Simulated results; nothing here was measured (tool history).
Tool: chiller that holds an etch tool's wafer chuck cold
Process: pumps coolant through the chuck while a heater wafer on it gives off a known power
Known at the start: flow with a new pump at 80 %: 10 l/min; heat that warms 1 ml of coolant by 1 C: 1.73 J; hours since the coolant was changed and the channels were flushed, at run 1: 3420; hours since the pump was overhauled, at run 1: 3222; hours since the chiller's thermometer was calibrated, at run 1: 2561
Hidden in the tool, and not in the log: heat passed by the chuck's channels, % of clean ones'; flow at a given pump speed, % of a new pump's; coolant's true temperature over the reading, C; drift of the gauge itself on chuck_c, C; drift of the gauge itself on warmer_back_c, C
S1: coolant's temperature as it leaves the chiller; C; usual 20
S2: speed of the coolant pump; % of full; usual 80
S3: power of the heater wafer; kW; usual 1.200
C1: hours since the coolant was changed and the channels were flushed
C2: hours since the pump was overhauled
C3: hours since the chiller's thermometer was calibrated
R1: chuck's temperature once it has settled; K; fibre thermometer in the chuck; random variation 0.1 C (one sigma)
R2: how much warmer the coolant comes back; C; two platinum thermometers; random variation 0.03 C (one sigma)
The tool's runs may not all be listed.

run 1 day=0.000 | S1=20 S2=80 S3=1.200 | C1=3420 C2=3222 C3=2561 | R1=303.85 R2=4.50
run 2 day=2.000 | S1=20 S2=80 S3=1.200 | C1=3468 C2=3270 C3=2609 | R1=304.05 R2=4.55
run 3 day=3.771 | S1=20 S2=80 S3=1.200 | C1=3510 C2=3313 C3=2652 | R1=303.95 R2=4.53
run 4 day=6.304 | S1=20 S2=80 S3=1.200 | C1=3571 C2=3374 C3=2712 | R1=304.05 R2=4.55
run 5 day=7.467 | S1=20 S2=80 S3=1.200 | C1=3599 C2=3402 C3=2740 | R1=304.15 R2=4.51
run 6 day=9.758 | S1=20 S2=80 S3=1.200 | C1=3654 C2=3456 C3=2795 | R1=304.15 R2=4.52
run 7 day=10.992 | S1=20 S2=80 S3=1.200 | C1=3683 C2=3486 C3=2825 | R1=304.05 R2=4.54
run 8 day=12.783 | S1=20 S2=80 S3=1.200 | C1=3726 C2=3529 C3=2868 | R1=304.15 R2=4.53
run 9 day=14.904 | S1=20 S2=80 S3=1.200 | C1=3777 C2=3580 C3=2919 | R1=304.15 R2=4.55
run 10 day=16.050 | S1=20 S2=99 S3=1.200 | C1=3805 C2=3608 C3=2946 | R1=302.95 R2=3.62
run 11 day=18.471 | S1=20 S2=80 S3=1.200 | C1=3863 C2=3666 C3=3004 | R1=304.25 R2=4.59
-- day=18.800 coolant pump overhauled
run 12 day=20.967 | S1=20 S2=80 S3=1.200 | C1=3918 C2=52 C3=3059 | R1=304.55 R2=4.68
run 13 day=22.117 | S1=20 S2=80 S3=1.200 | C1=3945 C2=80 C3=3087 | R1=304.45 R2=4.68
-- day=23.383 coolant pump overhauled, once more
run 14 day=24.592 | S1=20 S2=80 S3=1.200 | C1=4000 C2=29 C3=3141 | R1=303.65 R2=4.22
run 15 day=26.200 | S1=14 S2=80 S3=1.200 | C1=4038 C2=68 C3=3180 | R1=297.65 R2=4.20
run 16 day=27.988 | S1=20 S2=80 S3=1.200 | C1=4081 C2=111 C3=3223 | R1=303.95 R2=4.20
run 17 day=30.229 | S1=20 S2=80 S3=1.200 | C1=4135 C2=164 C3=3277 | R1=303.85 R2=4.25
run 18 day=31.846 | S1=20 S2=96 S3=1.326 | C1=4174 C2=203 C3=3315 | R1=303.65 R2=3.85
run 19 day=33.733 | S1=20 S2=96 S3=1.326 | C1=4219 C2=248 C3=3361 | R1=304.05 R2=3.88
run 20 day=35.104 | S1=25 S2=96 S3=0.829 | C1=4252 C2=281 C3=3394 | R1=305.15 R2=2.40
run 21 day=36.204 | S1=26 S2=83 S3=0.809 | C1=4278 C2=308 C3=3420 | R1=306.45 R2=2.75
run 22 day=37.300 | S1=20 S2=80 S3=1.659 | C1=4305 C2=334 C3=3446 | R1=307.85 R2=5.84
run 23 day=39.146 | S1=20 S2=76 S3=1.200 | C1=4349 C2=378 C3=3491 | R1=304.55 R2=4.46
run 24 day=40.246 | S1=20 S2=76 S3=1.200 | C1=4375 C2=405 C3=3517 | R1=304.55 R2=4.47
run 25 day=41.912 | S1=29 S2=78 S3=1.251 | C1=4415 C2=445 C3=3557 | R1=313.65 R2=4.53
run 26 day=43.529 | S1=22 S2=61 S3=1.744 | C1=4454 C2=484 C3=3596 | R1=313.65 R2=8.23
run 27 day=45.104 | S1=20 S2=80 S3=1.623 | C1=4492 C2=521 C3=3634 | R1=307.95 R2=5.80
run 28 day=47.079 | S1=22 S2=67 S3=1.417 | C1=4539 C2=569 C3=3681 | R1=309.65 R2=6.04
run 29 day=48.496 | S1=16 S2=80 S3=1.200 | C1=4573 C2=603 C3=3715 | R1=300.45 R2=4.29
run 30 day=50.521 | S1=20 S2=97 S3=0.873 | C1=4622 C2=651 C3=3764 | R1=300.75 R2=2.53
run 31 day=52.212 | S1=20 S2=83 S3=0.978 | C1=4663 C2=692 C3=3804 | R1=302.35 R2=3.32
run 32 day=53.775 | S1=20 S2=98 S3=1.154 | C1=4700 C2=729 C3=3842 | R1=303.05 R2=3.31
run 33 day=55.671 | S1=20 S2=98 S3=1.154 | C1=4746 C2=775 C3=3887 | R1=302.95 R2=3.31

3 ways to go on from here, each from the tool as it stands after run 33. What would each give?
run A day=57.154 | S1=28 S2=60 S3=0.660 | C1=4781 C2=811 C3=3923 | R1=? R2=?
run B day=57.154 | S1=20 S2=81 S3=1.200 | C1=4781 C2=811 C3=3923 | R1=? R2=?
run C day=57.154 | S1=20 S2=90 S3=1.038 | C1=4781 C2=811 C3=3923 | R1=? R2=?

run=A R1=308.85 R2=3.22
run=B R1=304.45 R2=4.20
run=C R1=302.45 R2=3.24
Without the tool's hidden state the same runs would have given:
run=A R1=306.85 R2=3.13
run=B R1=301.85 R2=4.08
run=C R1=300.15 R2=3.15
